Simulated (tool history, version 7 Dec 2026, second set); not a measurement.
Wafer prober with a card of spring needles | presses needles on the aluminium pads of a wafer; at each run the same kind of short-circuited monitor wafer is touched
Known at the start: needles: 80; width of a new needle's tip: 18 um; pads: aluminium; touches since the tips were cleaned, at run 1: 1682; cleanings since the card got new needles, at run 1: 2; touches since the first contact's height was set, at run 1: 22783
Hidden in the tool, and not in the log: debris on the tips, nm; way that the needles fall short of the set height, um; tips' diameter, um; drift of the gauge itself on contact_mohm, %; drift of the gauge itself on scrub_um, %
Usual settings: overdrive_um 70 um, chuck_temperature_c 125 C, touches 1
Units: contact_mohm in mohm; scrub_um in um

run,day,overdrive_um,chuck_temperature_c,touches,touches since the tips were cleaned,cleanings since the card got new needles,touches since the first contact's height was set,contact_mohm,scrub_um
1,0.000,70,125,1,1682,2,22783,384,12.823
2,0.258,70,125,1,5943,2,27044,502,12.818
# day 0.433: tips cleaned on abrasive film
3,0.500,70,125,2,1063,3,30883,252,12.819
4,0.842,70,125,2,6699,3,36519,377,12.832
# day 0.975: tips cleaned on abrasive film
5,1.096,70,125,2,2021,4,40634,294,12.815
6,1.421,70,125,1,7347,4,45960,506,12.811
# day 1.525: tips cleaned on abrasive film
7,1.679,70,125,1,2571,5,50112,408,12.801
8,1.842,70,125,1,5256,5,52797,486,12.799
# day 2.071: tips cleaned on abrasive film
9,2.204,70,125,1,2159,6,58643,378,12.798
# day 2.438: height of the first contact set anew
10,2.579,70,125,1,8080,6,2281,514,12.845
# day 2.625: tips cleaned on abrasive film
11,2.812,70,125,1,3047,7,6037,407,12.832
# day 3.154: tips cleaned on abrasive film
12,3.179,70,125,1,413,8,11967,252,12.831
13,3.546,70,125,2,6464,8,18018,374,12.837
# day 3.683: tips cleaned on abrasive film
14,3.896,70,125,2,3471,9,23658,328,12.809
15,4.117,70,125,2,7106,9,27293,386,12.820
# day 4.225: tips cleaned on abrasive film
16,4.333,70,125,2,1772,10,30763,301,12.822
17,4.658,70,125,2,7117,10,36108,387,12.826
# day 4.762: tips cleaned on abrasive film
18,4.846,70,125,2,1361,11,39080,277,12.805

The next listed run, before its measurement:
19,5.088,59,118,2,5376,11,43095,?,?

Run 19 gave contact_mohm 443 mohm, scrub_um 10.800 um.
Without the tool's hidden state the same run would have given contact_mohm 188 mohm, scrub_um 10.848 um.

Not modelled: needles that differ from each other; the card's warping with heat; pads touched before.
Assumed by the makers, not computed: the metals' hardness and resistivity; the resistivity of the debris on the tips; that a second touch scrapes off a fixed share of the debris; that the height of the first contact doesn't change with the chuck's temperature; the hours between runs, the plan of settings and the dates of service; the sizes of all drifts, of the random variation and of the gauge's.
